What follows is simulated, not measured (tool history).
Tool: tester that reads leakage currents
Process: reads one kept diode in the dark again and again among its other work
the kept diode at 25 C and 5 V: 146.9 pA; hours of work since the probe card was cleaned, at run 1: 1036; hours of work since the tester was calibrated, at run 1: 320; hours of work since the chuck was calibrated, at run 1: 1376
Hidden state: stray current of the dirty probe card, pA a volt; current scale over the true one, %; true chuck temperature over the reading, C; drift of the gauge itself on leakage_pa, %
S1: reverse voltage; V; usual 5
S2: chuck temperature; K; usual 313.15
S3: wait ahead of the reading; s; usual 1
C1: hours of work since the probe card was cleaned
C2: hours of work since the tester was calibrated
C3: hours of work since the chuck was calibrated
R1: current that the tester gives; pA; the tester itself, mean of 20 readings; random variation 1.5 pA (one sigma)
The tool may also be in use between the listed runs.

run	hour	S1	S2	S3	C1	C2	C3	R1
1	0	5	313.15	1	1036	320	1376	546.29
2	29.4	5	313.15	1	1052	337	1393	548.56
3	49.1	5	313.15	1	1063	348	1404	549.37
4	80.8	5	313.15	1	1081	366	1422	548.35
5	107.4	5	313.15	1	1096	381	1437	550.3
6	130.9	5	313.15	1	1109	394	1450	550.27
7	175.3	5	313.15	1	1134	419	1475	554.7
8	195	5	329.15	1	1145	430	1486	1826.91
9	229.7	5	329.15	1	1165	449	1505	1821.39
10	256	5	329.15	1	1180	464	1520	1826.61
11	288.5	5	329.15	1	1198	482	1539	1816.5
12	311.8	5	329.15	1	1211	495	1552	1834.5
13	352.6	5	329.15	1	1234	518	1575	1831.6
14	372.2	5	329.15	1	1245	529	1586	1833.71
15	413	1.11	329.15	1	1268	552	1609	825.17
16	450.8	1.11	329.15	1	1289	574	1630	825.84
17	475.4	1.11	297.15	2.82	1303	587	1644	67.18
18	503.3	3.54	304.15	0.57	1319	603	1659	225.99
# hour 509: tester calibrated
19	525.5	1.03	313.15	1.01	1330	9	1671	240.72
20	557.1	1.03	313.15	1.01	1348	27	1688	239.49
# hour 574.1: tester calibrated, once more
21	585.4	7.81	329.15	2.93	1362	6	1703	2332.39
22	605.1	1.19	297.15	4.44	1374	17	1714	69.95
23	644	1.19	297.15	4.44	1395	39	1736	70.18
24	687.7	11.25	293.15	1.18	1420	64	1761	176.68
25	728.9	4.98	307.15	1.01	1443	87	1784	349.07
26	748.2	1.24	324.15	0.58	1454	98	1795	609.48
27	781.9	5.63	295.15	8.98	1473	117	1814	141.09
28	803.5	5.63	295.15	8.98	1485	129	1826	140.76
29	837.2	1.58	295.15	0.56	1504	148	1845	69.8
30	880.7	4.12	326.15	1	1529	172	1869	1346.59
31	901.4	4.12	326.15	0.64	1540	184	1881	1350.71

The next listed run, before its measurement:
32	936.3	1.05	310.15	2.29	1560	204	1900	?

Run 32 gave R1 194.62 pA.
Without the tool's hidden state the same run would have given R1 177.02 pA.
